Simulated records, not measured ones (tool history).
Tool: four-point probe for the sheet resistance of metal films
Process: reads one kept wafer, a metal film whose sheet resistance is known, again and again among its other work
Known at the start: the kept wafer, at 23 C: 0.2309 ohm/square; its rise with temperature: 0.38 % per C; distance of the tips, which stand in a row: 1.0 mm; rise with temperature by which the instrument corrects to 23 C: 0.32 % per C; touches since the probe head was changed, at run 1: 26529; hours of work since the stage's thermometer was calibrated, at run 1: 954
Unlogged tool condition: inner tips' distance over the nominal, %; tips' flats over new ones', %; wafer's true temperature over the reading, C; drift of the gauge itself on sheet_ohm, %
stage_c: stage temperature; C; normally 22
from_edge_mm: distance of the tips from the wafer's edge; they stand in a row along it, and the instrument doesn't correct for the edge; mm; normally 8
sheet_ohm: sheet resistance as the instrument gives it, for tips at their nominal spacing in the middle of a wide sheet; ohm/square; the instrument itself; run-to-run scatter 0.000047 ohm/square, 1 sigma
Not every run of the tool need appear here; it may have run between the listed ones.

run,hour,stage_c,from_edge_mm,touches since the probe head was changed,hours of work since the stage's thermometer was calibrated,sheet_ohm
1,0,22,8,26529,954,0.231901
2,21.9,22,20,27787,968,0.230285
3,60.9,22,20,30026,993,0.230421
4,103.8,22,20,32493,1021,0.230421
5,137.3,22,20,34417,1042,0.230334
6,169.8,22,20,36286,1063,0.230479
7,200.8,22,20,38069,1083,0.230497
8,238.6,22,8,40239,1108,0.232159
9,277.9,29,8,42498,1133,0.233096
10,309,29,8,44282,1153,0.233053
11,334.6,22,8,45753,1170,0.232218
12,367.1,31,8,47623,1191,0.233414
# hour 372.3: stage's thermometer calibrated
13,414.9,31,8,50341,28,0.233266
# hour 447.4: stage's thermometer calibrated, once more
14,464.2,25,8,53144,11,0.233005
15,508.9,25,11,55709,40,0.232127
16,532.2,25,11,57049,55,0.232138
17,557.6,25,11,58510,71,0.232258
18,588.9,22,8,60308,91,0.232765
19,640.7,22,8,63283,125,0.232816
20,661.5,22,8,64479,138,0.232842
21,707.3,22,8,67113,168,0.232836
22,740.4,22,17,69010,189,0.231267
23,775.5,35,6,71031,212,0.2361
24,824.5,32,24,73843,243,0.23252
25,853.3,19,26,75498,262,0.230795
26,884.1,29,5,77266,282,0.236855
27,921,27,26,79390,306,0.231952
28,943.4,21,63,80673,320,0.230991
29,994.2,32,31,83593,353,0.232557
# hour 1043.7: new probe head fitted
30,1043.7,21,29,0,384,0.232118
31,1093,34,7,2834,416,0.236333
32,1140.3,21,5,5555,446,0.237008
33,1191.6,21,5,8500,479,0.237012
34,1216.5,34,19,9933,496,0.234143
35,1247,34,19,11682,515,0.234236
36,1287.1,30,44,13988,541,0.233451
37,1338.3,22,22,16930,574,0.232606
38,1372,22,22,18865,596,0.232728
39,1411.7,18,22,21145,621,0.232149
40,1461.2,35,6,23990,653,0.237682
41,1506.9,35,6,26615,683,0.23768
42,1538.2,26,4,28414,703,0.240645
43,1584.5,23,72,31073,733,0.23285
44,1612.9,23,72,32707,751,0.232686

How the hidden state differs across the entries between the runs, from the last listed run before each to the first after it:
Logged between run 12 and run 13: stage's thermometer calibrated (hour 372.3)
  inner tips' distance over the nominal, %: -0.066 -> -0.048; tips' flats over new ones', %: 51 -> 54; wafer's true temperature over the reading, C: -0.36 -> -0.57
  measured minus no-state result, sheet_ohm: -0.000479 -> -0.000612 ohm/square
Logged between run 13 and run 14: stage's thermometer calibrated, once more (hour 447.4)
  inner tips' distance over the nominal, %: -0.048 -> -0.03; tips' flats over new ones', %: 54 -> 57; wafer's true temperature over the reading, C: -0.57 -> 0
  measured minus no-state result, sheet_ohm: -0.000612 -> -0.000071 ohm/square
Logged between run 29 and run 30: new probe head fitted (hour 1043.7)
  inner tips' distance over the nominal, %: 0.172 -> 0.596; tips' flats over new ones', %: 89 -> 0; wafer's true temperature over the reading, C: -0.1 -> -0.11
  measured minus no-state result, sheet_ohm: +0.000349 -> +0.001393 ohm/square
